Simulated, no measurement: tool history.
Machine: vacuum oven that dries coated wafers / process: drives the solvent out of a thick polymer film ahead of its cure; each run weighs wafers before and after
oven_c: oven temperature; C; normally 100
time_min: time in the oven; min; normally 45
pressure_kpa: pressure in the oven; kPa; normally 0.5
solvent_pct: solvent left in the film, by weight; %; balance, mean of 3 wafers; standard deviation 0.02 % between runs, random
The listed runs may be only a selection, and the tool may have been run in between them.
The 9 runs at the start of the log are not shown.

run,day,oven_c,time_min,pressure_kpa,solvent_pct
10,3.542,100,45,0.317,1.97
11,3.775,100,45,0.317,1.89
12,4.183,104,45,0.317,1.2
13,4.646,104,45,0.317,1.21
14,4.875,104,45,0.317,1.2
15,5.375,104,45,0.317,1.19
16,5.712,100,57,0.5,1.32
17,6.117,100,45,0.547,2.04
18,6.629,101,45,0.389,1.75
# day 6.725: vacuum gauge cleaned of residue and calibrated
19,7.038,101,45,0.389,1.73
20,7.396,101,71,0.389,0.76
21,7.788,99,58,0.264,1.38
# day 8.217: vacuum gauge cleaned of residue and calibrated, once more
22,8.283,99,58,0.264,1.33
23,8.775,100,45,0.5,1.95
24,9.012,111,45,0.5,0.46
25,9.317,89,45,0.646,4.6
26,9.571,100,45,1.064,2.16
27,9.812,99,45,1.049,2.33
28,10.121,99,45,1.049,2.34
29,10.575,104,65,1.927,1.09
30,10.842,93,30,0.636,5.08
31,11.354,93,73,0.636,1.96
32,11.592,94,73,1.402,2.09

Below are 5 alternative next runs, each starting from the tool's condition after run 32. Predict each:
A,11.929,94,55,1.317,?
B,11.929,94,40,1.402,?
C,11.929,100,71,0.5,?
D,11.929,94,73,1.014,?
E,11.929,115,45,0.5,?

run,solvent_pct
A,2.94
B,4.09
C,0.83
D,1.98
E,0.25
Stripped of hidden state, with their random variation kept, the same runs would have yielded:
run,solvent_pct
A,2.79
B,3.93
C,0.76
D,1.85
E,0.23

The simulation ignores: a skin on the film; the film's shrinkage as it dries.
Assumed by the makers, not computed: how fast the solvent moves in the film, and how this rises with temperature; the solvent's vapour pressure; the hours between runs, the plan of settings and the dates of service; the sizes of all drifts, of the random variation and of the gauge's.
